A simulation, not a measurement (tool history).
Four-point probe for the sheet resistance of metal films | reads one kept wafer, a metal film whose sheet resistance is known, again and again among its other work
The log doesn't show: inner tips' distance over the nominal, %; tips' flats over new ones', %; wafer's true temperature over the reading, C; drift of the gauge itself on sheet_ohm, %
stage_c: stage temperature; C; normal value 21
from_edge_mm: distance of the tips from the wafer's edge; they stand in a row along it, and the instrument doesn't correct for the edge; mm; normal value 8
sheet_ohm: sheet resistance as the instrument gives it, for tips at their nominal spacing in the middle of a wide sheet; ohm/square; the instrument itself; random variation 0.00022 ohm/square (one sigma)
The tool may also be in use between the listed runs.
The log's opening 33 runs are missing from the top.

run,day,stage_c,from_edge_mm,touches since the probe head was changed,hours of work since the stage's thermometer was calibrated,sheet_ohm
34,123.096,22,48,140481,211,1.077164
35,127.208,26,29,145002,262,1.07544
36,130.396,26,29,148505,301,1.075898
37,133.579,24,5,152007,340,1.098627
38,137.317,19,25,156115,386,1.080235
# day 139.575: new probe head fitted
39,141.267,25,6,1861,434,1.08459
40,145.317,21,56,6313,484,1.071842
41,148.383,27,43,9683,522,1.068273
42,151.45,24,3,13053,559,1.129249
43,153.621,24,3,15442,586,1.129696

Predict each of these 5 candidate next runs independently; none follows another, all start after run 43:
A,156.729,31,3,18860,624,?
B,156.729,29,4,18860,624,?
C,156.729,27,37,18860,624,?
D,156.729,31,73,18860,624,?
E,156.729,23,3,18860,624,?

run,sheet_ohm
A,1.125399
B,1.101065
C,1.068341
D,1.065191
E,1.130484
With the hidden condition removed and each run's random variation left untouched, the same runs would have given:
run,sheet_ohm
A,1.126041
B,1.101698
C,1.068959
D,1.065799
E,1.131148
